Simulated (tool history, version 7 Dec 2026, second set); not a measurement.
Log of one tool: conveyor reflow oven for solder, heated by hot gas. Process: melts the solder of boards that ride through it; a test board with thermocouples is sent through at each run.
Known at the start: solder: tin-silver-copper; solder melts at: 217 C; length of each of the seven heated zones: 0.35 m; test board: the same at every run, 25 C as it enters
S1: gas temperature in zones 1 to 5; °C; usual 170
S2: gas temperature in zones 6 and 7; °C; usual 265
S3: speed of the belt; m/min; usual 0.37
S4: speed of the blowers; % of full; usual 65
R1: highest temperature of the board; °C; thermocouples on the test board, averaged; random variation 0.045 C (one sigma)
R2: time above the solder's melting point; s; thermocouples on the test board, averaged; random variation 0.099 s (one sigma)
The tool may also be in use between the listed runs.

Run 1, hour 0: usual settings. Result: R1 254.55 °C, R2 87.87 s.
Run 2, hour 9.4: usual settings. Result: R1 254.49 °C, R2 87.87 s.
Run 3, hour 15.9: usual settings. Result: R1 254.49 °C, R2 87.67 s.
Run 4, hour 28.6: usual settings. Result: R1 254.51 °C, R2 87.9 s.
Run 5, hour 38.3: usual settings. Result: R1 254.51 °C, R2 87.85 s.
Run 6, hour 49.9: usual settings. Result: R1 254.46 °C, R2 87.98 s.
Run 7, hour 65: usual settings. Result: R1 254.55 °C, R2 87.94 s.
Run 8, hour 79.8: usual settings but S1 162 °C, S4 79 % of full. Result: R1 255.58 °C, R2 86.34 s.
Run 9, hour 94.5: usual settings but S1 166 °C, S2 254 °C, S4 79 % of full. Result: R1 245.75 °C, R2 78.23 s.
Run 10, hour 103.3: usual settings but S1 166 °C, S2 254 °C, S4 79 % of full. Result: R1 245.69 °C, R2 78.16 s.
Run 11, hour 118.7: usual settings but S1 166 °C, S2 254 °C, S4 79 % of full. Result: R1 245.65 °C, R2 78.08 s.

Forecast each of these 5 alternatives for the next run:
Run A, hour 129.7: usual settings but S1 166 °C, S2 258 °C, S3 0.404 m/min, S4 64 % of full. Result: R1 ?, R2 ?.
Run B, hour 129.7: usual settings but S1 173 °C, S2 254 °C, S4 85 % of full. Result: R1 ?, R2 ?.
Run C, hour 129.7: usual settings but S2 269 °C, S3 0.372 m/min. Result: R1 ?, R2 ?.
Run D, hour 129.7: usual settings but S1 168 °C, S3 0.365 m/min. Result: R1 ?, R2 ?.
Run E, hour 129.7: usual settings but S1 185 °C, S2 257 °C, S4 89 % of full. Result: R1 ?, R2 ?.

run      R1     R2
  A   244.9  67.56
  B     247  83.74
  C  258.01   90.3
  D  254.57  88.51
  E  251.37  94.88
Without the tool's hidden state the same runs would have given:
run      R1     R2
  A  245.83  69.31
  B  247.66  85.32
  C   258.8  91.23
  D  255.32  89.62
  E  251.87  95.79

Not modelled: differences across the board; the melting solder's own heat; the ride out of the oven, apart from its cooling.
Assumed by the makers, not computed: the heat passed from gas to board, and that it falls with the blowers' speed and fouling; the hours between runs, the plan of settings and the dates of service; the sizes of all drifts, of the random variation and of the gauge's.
